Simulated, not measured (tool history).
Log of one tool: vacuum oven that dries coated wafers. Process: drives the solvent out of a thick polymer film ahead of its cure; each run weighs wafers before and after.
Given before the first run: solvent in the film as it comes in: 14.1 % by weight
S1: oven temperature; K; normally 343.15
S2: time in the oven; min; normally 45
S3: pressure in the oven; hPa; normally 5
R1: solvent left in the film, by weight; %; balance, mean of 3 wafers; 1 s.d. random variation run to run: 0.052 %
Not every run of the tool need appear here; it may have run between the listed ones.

{"run": 1, "hour": 0.0, "S1": 343.15, "S2": 45, "S3": 5, "R1": 2.1}
{"hour": 33.2, "done": "oven's thermocouples calibrated"}
{"run": 2, "hour": 41.9, "S1": 343.15, "S2": 45, "S3": 5, "R1": 1.53}
{"run": 3, "hour": 74.4, "S1": 343.15, "S2": 45, "S3": 12.93, "R1": 2.1}
{"run": 4, "hour": 110.3, "S1": 343.15, "S2": 45, "S3": 5, "R1": 1.73}
{"run": 5, "hour": 141.0, "S1": 343.15, "S2": 45, "S3": 5, "R1": 1.71}
{"run": 6, "hour": 178.7, "S1": 343.15, "S2": 45, "S3": 5, "R1": 1.7}
{"run": 7, "hour": 222.1, "S1": 340.15, "S2": 78, "S3": 5, "R1": 1.19}
{"run": 8, "hour": 252.1, "S1": 340.15, "S2": 78, "S3": 5, "R1": 1.22}
{"run": 9, "hour": 290.5, "S1": 343.15, "S2": 27, "S3": 4.62, "R1": 3.48}
{"run": 10, "hour": 312.6, "S1": 343.15, "S2": 45, "S3": 3.23, "R1": 1.76}

For run 11, what comes out?
{"run": 11, "hour": 343.6, "S1": 343.15, "S2": 25, "S3": 14.32, "R1": "?"}

Run 11 gave R1 4.21 %.
The same run, on a tool lacking any hidden state, would have yielded R1 3.82 %.

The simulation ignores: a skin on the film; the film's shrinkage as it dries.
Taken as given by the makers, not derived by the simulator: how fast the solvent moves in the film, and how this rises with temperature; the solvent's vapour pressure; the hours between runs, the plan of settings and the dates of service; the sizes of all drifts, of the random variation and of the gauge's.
